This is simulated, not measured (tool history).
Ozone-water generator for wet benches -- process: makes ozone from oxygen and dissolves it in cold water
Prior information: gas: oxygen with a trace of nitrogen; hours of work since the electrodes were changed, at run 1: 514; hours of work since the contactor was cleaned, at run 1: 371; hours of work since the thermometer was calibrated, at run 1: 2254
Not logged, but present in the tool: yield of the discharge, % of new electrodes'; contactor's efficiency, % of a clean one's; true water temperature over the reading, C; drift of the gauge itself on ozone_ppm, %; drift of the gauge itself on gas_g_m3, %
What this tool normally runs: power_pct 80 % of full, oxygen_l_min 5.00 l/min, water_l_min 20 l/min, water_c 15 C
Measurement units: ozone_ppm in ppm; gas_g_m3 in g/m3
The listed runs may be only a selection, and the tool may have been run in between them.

run,hour,power_pct,oxygen_l_min,water_l_min,water_c,hours of work since the electrodes were changed,hours of work since the contactor was cleaned,hours of work since the thermometer was calibrated,ozone_ppm,gas_g_m3
1,0.0,80,5.00,20,15,514,371,2254,28.3,254.3
2,43.5,80,5.00,20,15,543,400,2283,28.6,256.1
3,90.2,80,5.00,20,15,574,430,2314,29.0,254.2
4,112.4,80,5.00,20,15,589,445,2329,28.3,258.0
5,157.6,80,5.00,20,13,618,475,2358,29.7,257.9
6,205.6,71,5.00,20,15,650,506,2390,26.5,239.5
7,226.0,71,5.00,20,15,663,520,2403,26.5,241.0
8,260.9,71,5.00,20,15,686,543,2426,26.4,236.5
9,298.6,71,5.00,20,15,711,568,2451,27.1,239.2
10,324.2,71,5.00,20,15,728,585,2468,26.8,238.2
11,364.9,71,5.00,20,15,755,611,2495,26.3,236.3
12,388.9,71,5.00,20,15,771,627,2511,26.4,237.6
13,437.2,71,5.00,20,15,803,659,2543,26.6,237.4
14,472.3,71,5.00,20,15,826,682,2566,26.5,236.5
15,509.4,71,5.00,20,15,850,707,2590,26.4,236.1
16,539.2,71,5.00,20,15,870,726,2610,26.1,235.6
17,567.2,80,7.46,15,15,888,745,2628,33.0,201.0
18,592.5,80,3.40,16,11,905,761,2645,35.1,316.8
19,629.0,80,3.40,16,12,929,786,2669,34.1,318.9
20,663.3,80,6.23,20,11,952,808,2692,29.6,222.8

Predict the results of run 21:
21,706.2,51,6.23,17,22,980,836,2720,?,?

For run 21 the tool returned ozone_ppm 21.2 ppm, gas_g_m3 173.0 g/m3.
With the hidden condition absent and the run-to-run variation left alone, this run would have shown ozone_ppm 22.2 ppm, gas_g_m3 177.6 g/m3.
